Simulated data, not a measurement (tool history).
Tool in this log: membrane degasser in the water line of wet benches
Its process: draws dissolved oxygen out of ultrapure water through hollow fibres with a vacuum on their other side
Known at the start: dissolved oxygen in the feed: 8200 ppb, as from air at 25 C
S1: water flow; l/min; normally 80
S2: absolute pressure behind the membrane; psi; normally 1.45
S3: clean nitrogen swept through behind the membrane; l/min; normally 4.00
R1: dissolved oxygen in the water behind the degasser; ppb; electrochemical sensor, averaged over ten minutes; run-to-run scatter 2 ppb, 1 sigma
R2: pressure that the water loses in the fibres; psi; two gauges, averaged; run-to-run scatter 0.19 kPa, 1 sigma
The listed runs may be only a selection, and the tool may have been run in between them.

{"run": 1, "hour": 0.0, "S1": 80, "S2": 1.45, "S3": 4.0, "R1": 340.1, "R2": 5.659}
{"run": 2, "hour": 135.7, "S1": 80, "S2": 1.45, "S3": 4.0, "R1": 333.7, "R2": 5.629}
{"run": 3, "hour": 290.7, "S1": 80, "S2": 1.45, "S3": 4.0, "R1": 334.7, "R2": 5.638}
{"run": 4, "hour": 413.4, "S1": 80, "S2": 1.45, "S3": 4.0, "R1": 336.3, "R2": 5.685}
{"run": 5, "hour": 571.3, "S1": 80, "S2": 1.45, "S3": 4.0, "R1": 336.7, "R2": 5.606}
{"run": 6, "hour": 732.4, "S1": 80, "S2": 1.45, "S3": 4.0, "R1": 334.7, "R2": 5.722}
{"run": 7, "hour": 851.5, "S1": 80, "S2": 1.45, "S3": 4.0, "R1": 334.8, "R2": 5.648}
{"run": 8, "hour": 1021.1, "S1": 80, "S2": 1.45, "S3": 4.0, "R1": 329.8, "R2": 5.638}
{"run": 9, "hour": 1121.3, "S1": 80, "S2": 1.45, "S3": 1.83, "R1": 583.4, "R2": 5.642}
{"run": 10, "hour": 1278.5, "S1": 80, "S2": 1.45, "S3": 1.61, "R1": 644.5, "R2": 5.672}
{"run": 11, "hour": 1426.4, "S1": 80, "S2": 1.45, "S3": 4.0, "R1": 334.1, "R2": 5.685}
{"run": 12, "hour": 1603.7, "S1": 80, "S2": 1.45, "S3": 2.65, "R1": 447.1, "R2": 5.658}
{"run": 13, "hour": 1721.0, "S1": 80, "S2": 1.45, "S3": 2.65, "R1": 448.9, "R2": 5.597}
{"run": 14, "hour": 1898.9, "S1": 80, "S2": 1.45, "S3": 2.65, "R1": 448.3, "R2": 5.662}
{"run": 15, "hour": 2014.4, "S1": 80, "S2": 1.45, "S3": 2.65, "R1": 443.0, "R2": 5.696}
{"run": 16, "hour": 2187.6, "S1": 64, "S2": 1.45, "S3": 2.65, "R1": 349.7, "R2": 4.534}
{"run": 17, "hour": 2267.4, "S1": 64, "S2": 1.45, "S3": 2.65, "R1": 353.5, "R2": 4.534}
{"run": 18, "hour": 2410.6, "S1": 67, "S2": 1.31, "S3": 2.65, "R1": 315.5, "R2": 4.751}
{"run": 19, "hour": 2576.7, "S1": 67, "S2": 1.31, "S3": 2.65, "R1": 321.2, "R2": 4.733}
{"hour": 2668.6, "done": "gauge calibrated"}
{"run": 20, "hour": 2721.1, "S1": 67, "S2": 1.31, "S3": 2.65, "R1": 331.8, "R2": 4.74}
{"run": 21, "hour": 2877.0, "S1": 67, "S2": 1.31, "S3": 2.65, "R1": 329.0, "R2": 4.74}
{"run": 22, "hour": 2989.7, "S1": 67, "S2": 1.04, "S3": 2.65, "R1": 234.6, "R2": 4.706}
{"run": 23, "hour": 3116.9, "S1": 81, "S2": 2.12, "S3": 4.0, "R1": 529.9, "R2": 5.722}
{"run": 24, "hour": 3293.8, "S1": 80, "S2": 1.26, "S3": 11.02, "R1": 137.6, "R2": 5.674}
{"run": 25, "hour": 3423.4, "S1": 49, "S2": 1.26, "S3": 11.02, "R1": 62.4, "R2": 3.456}
{"run": 26, "hour": 3576.5, "S1": 80, "S2": 2.23, "S3": 6.75, "R1": 366.5, "R2": 5.646}
{"run": 27, "hour": 3707.3, "S1": 80, "S2": 1.22, "S3": 4.16, "R1": 262.6, "R2": 5.648}
{"run": 28, "hour": 3813.2, "S1": 110, "S2": 1.33, "S3": 3.61, "R1": 494.6, "R2": 7.844}
{"hour": 3932.1, "done": "seals of the vacuum lines changed"}
{"run": 29, "hour": 3962.3, "S1": 72, "S2": 1.61, "S3": 11.69, "R1": 143.2, "R2": 5.03}
{"run": 30, "hour": 4035.4, "S1": 56, "S2": 1.83, "S3": 2.13, "R1": 504.1, "R2": 3.952}
{"run": 31, "hour": 4198.1, "S1": 56, "S2": 1.49, "S3": 2.13, "R1": 386.7, "R2": 3.925}

5 options for the next run, each taken on its own from the tool as it stands now. Forecast them:
{"run": "A", "hour": 4376.1, "S1": 56, "S2": 0.9, "S3": 7.93, "R1": "?", "R2": "?"}
{"run": "B", "hour": 4376.1, "S1": 76, "S2": 1.04, "S3": 2.77, "R1": "?", "R2": "?"}
{"run": "C", "hour": 4376.1, "S1": 60, "S2": 2.16, "S3": 3.27, "R1": "?", "R2": "?"}
{"run": "D", "hour": 4376.1, "S1": 53, "S2": 1.49, "S3": 3.71, "R1": "?", "R2": "?"}
{"run": "E", "hour": 4376.1, "S1": 53, "S2": 0.97, "S3": 6.52, "R1": "?", "R2": "?"}

run=A R1=58.9 R2=3.945
run=B R1=261.3 R2=5.404
run=C R1=462.0 R2=4.264
run=D R1=229.9 R2=3.791
run=E R1=72.7 R2=3.730
The same runs, with their run-to-run variation unchanged, on a tool lacking any hidden condition would have given:
run=A R1=60.0 R2=3.944
run=B R1=266.2 R2=5.401
run=C R1=470.9 R2=4.261
run=D R1=234.2 R2=3.790
run=E R1=74.0 R2=3.729
